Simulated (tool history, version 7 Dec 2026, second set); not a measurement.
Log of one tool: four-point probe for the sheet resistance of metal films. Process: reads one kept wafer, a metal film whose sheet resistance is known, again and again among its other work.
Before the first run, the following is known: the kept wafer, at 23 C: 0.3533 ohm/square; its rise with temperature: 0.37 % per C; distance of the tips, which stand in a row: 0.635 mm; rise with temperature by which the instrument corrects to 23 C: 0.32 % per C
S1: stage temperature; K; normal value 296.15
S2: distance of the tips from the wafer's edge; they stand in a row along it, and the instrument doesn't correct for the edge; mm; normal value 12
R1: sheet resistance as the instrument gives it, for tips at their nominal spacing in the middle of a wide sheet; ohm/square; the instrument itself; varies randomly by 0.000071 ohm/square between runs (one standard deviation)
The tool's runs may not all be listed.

| run | hour | S1 | S2 | R1 |
|---|---|---|---|---|
| 1 | 0 | 296.15 | 12 | 0.355349 |
| 2 | 67.1 | 296.15 | 12 | 0.355312 |
| 3 | 134.8 | 296.15 | 12 | 0.355247 |
| 4 | 197.6 | 296.15 | 12 | 0.3556 |
| 5 | 241.1 | 296.15 | 12 | 0.355436 |
| 6 | 288.5 | 296.15 | 8 | 0.356202 |
| 7 | 342.6 | 296.15 | 12 | 0.355551 |
| 8 | 379.8 | 296.15 | 16 | 0.355338 |
| 9 | 444.5 | 296.15 | 16 | 0.355426 |
|  | 479.4 | stage's thermometer calibrated |
| 10 | 490.3 | 296.15 | 11 | 0.356548 |
| 11 | 525.9 | 296.15 | 12 | 0.356297 |
| 12 | 568.2 | 307.15 | 12 | 0.358353 |
| 13 | 625 | 307.15 | 12 | 0.358599 |
| 14 | 666.7 | 307.15 | 12 | 0.358423 |
| 15 | 706.7 | 305.15 | 7 | 0.359186 |
| 16 | 749.7 | 305.15 | 7 | 0.359278 |
| 17 | 799 | 300.15 | 32 | 0.356922 |
| 18 | 867 | 302.15 | 37 | 0.357271 |
| 19 | 922.6 | 299.15 | 12 | 0.357143 |
| 20 | 972.3 | 297.15 | 4 | 0.361101 |
| 21 | 1035.6 | 307.15 | 29 | 0.35826 |
| 22 | 1083.8 | 304.15 | 45 | 0.357727 |
| 23 | 1112.3 | 298.15 | 6 | 0.358777 |
| 24 | 1172.5 | 298.15 | 6 | 0.358845 |
| 25 | 1201.3 | 298.15 | 6 | 0.359003 |
| 26 | 1264.6 | 300.15 | 13 | 0.357561 |
| 27 | 1322.2 | 300.15 | 13 | 0.357532 |
| 28 | 1387.1 | 300.15 | 13 | 0.357682 |

What if the next run were any one of these 4? Each begins from the tool's condition after run 28:
| A | 1420.1 | 298.15 | 6 | ? |
| B | 1420.1 | 293.15 | 12 | ? |
| C | 1420.1 | 300.15 | 46 | ? |
| D | 1420.1 | 305.15 | 6 | ? |

| run | R1 |
|---|---|
| A | 0.359049 |
| B | 0.356333 |
| C | 0.357278 |
| D | 0.360325 |
Take away the tool's hidden state, keep each run's random variation, and the runs would have read:
| run | R1 |
|---|---|
| A | 0.355892 |
| B | 0.353202 |
| C | 0.354134 |
| D | 0.357152 |

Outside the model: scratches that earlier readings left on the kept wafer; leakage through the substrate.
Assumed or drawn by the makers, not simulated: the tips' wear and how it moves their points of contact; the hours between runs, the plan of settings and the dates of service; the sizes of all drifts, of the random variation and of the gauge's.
